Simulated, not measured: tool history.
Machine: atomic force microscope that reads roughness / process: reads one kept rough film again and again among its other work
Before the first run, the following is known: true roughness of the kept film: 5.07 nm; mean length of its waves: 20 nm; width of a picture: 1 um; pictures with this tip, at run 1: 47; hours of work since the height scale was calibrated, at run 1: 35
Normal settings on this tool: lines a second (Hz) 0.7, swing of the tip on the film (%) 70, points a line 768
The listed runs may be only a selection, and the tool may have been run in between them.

| run | hour | lines a second (Hz) | swing of the tip on the film (%) | points a line | pictures with this tip | hours of work since the height scale was calibrated | roughness of the kept film (nm (root mean square)) |
|---|---|---|---|---|---|---|---|
| 1 | 0 | 0.7 | 70 | 768 | 47 | 35 | 3.114 |
| 2 | 8.5 | 0.7 | 70 | 768 | 57 | 40 | 2.976 |
| 3 | 17.4 | 0.7 | 70 | 768 | 67 | 45 | 2.885 |
| 4 | 24.3 | 0.7 | 63 | 768 | 75 | 49 | 2.866 |
| 5 | 32.3 | 0.7 | 63 | 768 | 84 | 54 | 2.769 |
| 6 | 38.6 | 0.7 | 70 | 768 | 92 | 57 | 2.683 |
| 7 | 46.1 | 0.7 | 70 | 768 | 101 | 62 | 2.619 |
| 8 | 53.6 | 0.7 | 70 | 768 | 109 | 66 | 2.562 |
| 9 | 59.2 | 0.7 | 70 | 410 | 116 | 69 | 2.47 |
| 10 | 64.4 | 0.7 | 70 | 410 | 122 | 72 | 2.423 |
| 11 | 70.2 | 0.7 | 70 | 410 | 129 | 75 | 2.385 |
| 12 | 76.5 | 0.7 | 70 | 410 | 136 | 79 | 2.328 |
| 13 | 81 | 0.559 | 70 | 768 | 141 | 82 | 2.345 |
| 14 | 89 | 0.559 | 70 | 768 | 150 | 86 | 2.273 |
|  | 92.6 | new tip fitted |
| 15 | 96.4 | 0.7 | 61 | 768 | 4 | 90 | 3.848 |
| 16 | 100.7 | 0.7 | 61 | 768 | 9 | 93 | 3.793 |
| 17 | 105.7 | 0.7 | 61 | 768 | 15 | 95 | 3.643 |
| 18 | 110.7 | 0.7 | 70 | 768 | 21 | 98 | 3.479 |
| 19 | 116.7 | 0.7 | 70 | 768 | 28 | 102 | 3.408 |
| 20 | 122.9 | 0.7 | 70 | 768 | 35 | 105 | 3.301 |
| 21 | 131.9 | 0.7 | 70 | 768 | 46 | 110 | 3.187 |
| 22 | 137 | 0.7 | 70 | 768 | 51 | 113 | 3.115 |
| 23 | 142.5 | 0.7 | 70 | 768 | 58 | 116 | 3.031 |
| 24 | 150.8 | 0.7 | 90 | 768 | 68 | 121 | 2.716 |
| 25 | 154.7 | 0.7 | 90 | 768 | 72 | 123 | 2.685 |
| 26 | 161.7 | 0.7 | 90 | 768 | 80 | 127 | 2.615 |
| 27 | 170.1 | 2.005 | 70 | 768 | 90 | 132 | 2.519 |
| 28 | 177.9 | 1.705 | 69 | 514 | 99 | 137 | 2.499 |
| 29 | 186.1 | 1.061 | 67 | 514 | 108 | 141 | 2.538 |
| 30 | 194.9 | 1.822 | 88 | 314 | 119 | 146 | 1.972 |
| 31 | 202.7 | 0.581 | 64 | 888 | 128 | 151 | 2.455 |
| 32 | 209 | 3.737 | 59 | 768 | 135 | 155 | 2.206 |
| 33 | 213.3 | 2.348 | 59 | 929 | 140 | 157 | 2.279 |
| 34 | 220.2 | 0.625 | 62 | 768 | 148 | 161 | 2.347 |
|  | 226 | new tip fitted |
| 35 | 228.2 | 2.068 | 65 | 691 | 3 | 165 | 3.589 |
| 36 | 232.4 | 2.068 | 65 | 691 | 8 | 168 | 3.526 |
| 37 | 240.7 | 2.305 | 70 | 266 | 17 | 172 | 3.131 |
| 38 | 246.8 | 0.7 | 79 | 882 | 24 | 176 | 3.366 |
| 39 | 253 | 2.545 | 80 | 278 | 32 | 179 | 2.656 |
| 40 | 259.1 | 0.7 | 64 | 743 | 39 | 183 | 3.312 |
| 41 | 267.6 | 0.7 | 64 | 743 | 49 | 188 | 3.173 |
| 42 | 276.9 | 3.193 | 81 | 768 | 59 | 193 | 2.33 |
| 43 | 281.3 | 0.7 | 73 | 368 | 64 | 196 | 2.934 |
| 44 | 286.2 | 0.7 | 73 | 368 | 70 | 198 | 2.883 |
| 45 | 294 | 0.7 | 73 | 368 | 79 | 203 | 2.794 |
| 46 | 300.2 | 0.725 | 90 | 768 | 86 | 206 | 2.564 |
| 47 | 309.2 | 0.725 | 90 | 768 | 97 | 212 | 2.5 |
| 48 | 317.7 | 0.7 | 78 | 768 | 107 | 216 | 2.569 |
| 49 | 326.1 | 2.673 | 60 | 341 | 116 | 221 | 2.389 |
| 50 | 329.9 | 0.952 | 57 | 720 | 121 | 223 | 2.562 |
| 51 | 334.3 | 0.952 | 57 | 720 | 126 | 226 | 2.506 |
| 52 | 340.5 | 0.7 | 55 | 674 | 133 | 230 | 2.481 |
| 53 | 349.8 | 2.118 | 77 | 428 | 144 | 235 | 2.023 |

Here are 3 independent what-if runs from the current tool condition. What would each one return?
| A | 355 | 1.73 | 77 | 384 | 150 | 238 | ? |
| B | 355 | 0.7 | 70 | 262 | 150 | 238 | ? |
| C | 355 | 1.541 | 66 | 428 | 150 | 238 | ? |

| run | roughness of the kept film (nm (root mean square)) |
|---|---|
| A | 2.058 |
| B | 2.249 |
| C | 2.211 |
Take away the tool's hidden state, keep each run's random variation, and the runs would have read:
| run | roughness of the kept film (nm (root mean square)) |
|---|---|
| A | 3.432 |
| B | 3.745 |
| C | 3.694 |

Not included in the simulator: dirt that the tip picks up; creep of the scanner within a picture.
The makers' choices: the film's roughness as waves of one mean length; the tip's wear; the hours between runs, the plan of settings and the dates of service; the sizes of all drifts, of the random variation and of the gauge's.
